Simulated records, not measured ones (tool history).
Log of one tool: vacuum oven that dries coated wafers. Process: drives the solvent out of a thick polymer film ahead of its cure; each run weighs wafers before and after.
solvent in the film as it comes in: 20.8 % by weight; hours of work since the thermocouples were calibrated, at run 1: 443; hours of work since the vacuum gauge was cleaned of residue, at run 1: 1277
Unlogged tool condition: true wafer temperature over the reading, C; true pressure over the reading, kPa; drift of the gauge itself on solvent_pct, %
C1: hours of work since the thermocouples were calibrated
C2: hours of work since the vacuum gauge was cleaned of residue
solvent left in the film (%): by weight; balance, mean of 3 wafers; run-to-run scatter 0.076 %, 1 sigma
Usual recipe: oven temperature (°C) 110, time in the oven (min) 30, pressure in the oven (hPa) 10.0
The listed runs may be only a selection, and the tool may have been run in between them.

Run 1, hour 0.0: usual settings; C1 443; C2 1277. Result: solvent left in the film (%) 6.04.
Run 2, hour 113.0: usual settings but oven temperature (°C) 99; C1 517; C2 1351. Result: solvent left in the film (%) 8.76.
Run 3, hour 171.8: usual settings but oven temperature (°C) 99; C1 555; C2 1389. Result: solvent left in the film (%) 8.73.
Run 4, hour 266.2: usual settings but oven temperature (°C) 99, time in the oven (min) 54; C1 616; C2 1451. Result: solvent left in the film (%) 5.60.
Run 5, hour 320.3: usual settings but oven temperature (°C) 99, time in the oven (min) 54; C1 652; C2 1486. Result: solvent left in the film (%) 5.70.
Run 6, hour 374.9: usual settings; C1 687; C2 1522. Result: solvent left in the film (%) 5.98.
Run 7, hour 440.5: usual settings but oven temperature (°C) 105; C1 730; C2 1564. Result: solvent left in the film (%) 7.20.
Run 8, hour 543.9: usual settings but pressure in the oven (hPa) 7.5; C1 798; C2 1632. Result: solvent left in the film (%) 5.62.
Run 9, hour 614.3: usual settings but oven temperature (°C) 112; C1 843; C2 1678. Result: solvent left in the film (%) 5.44.
Run 10, hour 673.8: usual settings but oven temperature (°C) 123, pressure in the oven (hPa) 21.0; C1 882; C2 1717. Result: solvent left in the film (%) 4.02.
Run 11, hour 758.4: usual settings but oven temperature (°C) 113, time in the oven (min) 29, pressure in the oven (hPa) 23.1; C1 937; C2 1772. Result: solvent left in the film (%) 6.43.
Run 12, hour 817.5: usual settings but oven temperature (°C) 109, time in the oven (min) 23, pressure in the oven (hPa) 35.2; C1 976; C2 1810. Result: solvent left in the film (%) 9.78.
Run 13, hour 903.0: usual settings but oven temperature (°C) 116, pressure in the oven (hPa) 19.4; C1 1032; C2 1866. Result: solvent left in the film (%) 5.46.
Run 14, hour 986.1: usual settings but oven temperature (°C) 99, time in the oven (min) 19, pressure in the oven (hPa) 8.2; C1 1086; C2 1920. Result: solvent left in the film (%) 10.79.
Run 15, hour 1070.6: usual settings but time in the oven (min) 33, pressure in the oven (hPa) 12.5; C1 1141; C2 1975. Result: solvent left in the film (%) 5.63.

Consider 4 possible next runs. They are alternatives, not a sequence: every one starts from the tool as it was left by run 15. What does each give?
Run A, hour 1125.2: usual settings but oven temperature (°C) 113, time in the oven (min) 25, pressure in the oven (hPa) 12.5; C1 1177; C2 2011. Result: solvent left in the film (%) ?.
Run B, hour 1125.2: usual settings but oven temperature (°C) 102, time in the oven (min) 54, pressure in the oven (hPa) 23.8; C1 1177; C2 2011. Result: solvent left in the film (%) ?.
Run C, hour 1125.2: usual settings but oven temperature (°C) 116, time in the oven (min) 42, pressure in the oven (hPa) 26.9; C1 1177; C2 2011. Result: solvent left in the film (%) ?.
Run D, hour 1125.2: usual settings but oven temperature (°C) 100; C1 1177; C2 2011. Result: solvent left in the film (%) ?.

run  solvent left in the film (%)
  A                          6.30
  B                          6.71
  C                          4.61
  D                          8.46
With no hidden state in the tool, these same runs would have given:
run  solvent left in the film (%)
  A                          6.25
  B                          6.40
  C                          4.44
  D                          8.25

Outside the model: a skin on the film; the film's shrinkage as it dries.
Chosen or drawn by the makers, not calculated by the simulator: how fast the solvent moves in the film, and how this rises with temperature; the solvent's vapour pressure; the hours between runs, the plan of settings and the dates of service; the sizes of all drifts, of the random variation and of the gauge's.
